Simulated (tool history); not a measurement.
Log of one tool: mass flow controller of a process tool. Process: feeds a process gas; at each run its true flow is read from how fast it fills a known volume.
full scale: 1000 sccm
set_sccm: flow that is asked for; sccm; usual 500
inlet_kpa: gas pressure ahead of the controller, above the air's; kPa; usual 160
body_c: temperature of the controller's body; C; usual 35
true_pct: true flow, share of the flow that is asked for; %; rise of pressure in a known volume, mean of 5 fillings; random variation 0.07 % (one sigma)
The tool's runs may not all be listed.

run      day  set_sccm  inlet_kpa  body_c  true_pct
  1        0       500        160      35    100.09
  2   18.825       500        160      35    100.51
  3    33.55       500        160      35    100.64
  4   46.554       500        160      35    100.93
  5   61.917       500        160      35    101.14
  6   83.738       500        160      35    101.42
  7   95.929       105        160      35    107.38
  8  110.892       105        160      35    107.99
  9  132.433       105        160      35    109.05
 10  143.829       105        160      35    109.79
 11  155.038       105        160      35    110.24
 12  171.246       105        160      35    110.94
 13  186.779       105        160      31    111.56
 14  203.854       172        210      25    107.05
 15  217.671       117        243      26    111.34

Forecast run 16:
     219.967  -- controller's zero set anew
 16  228.071       117        243      26         ?

true_pct: 98.92 %
Without the tool's hidden state the same run would have given true_pct 96.95 %.
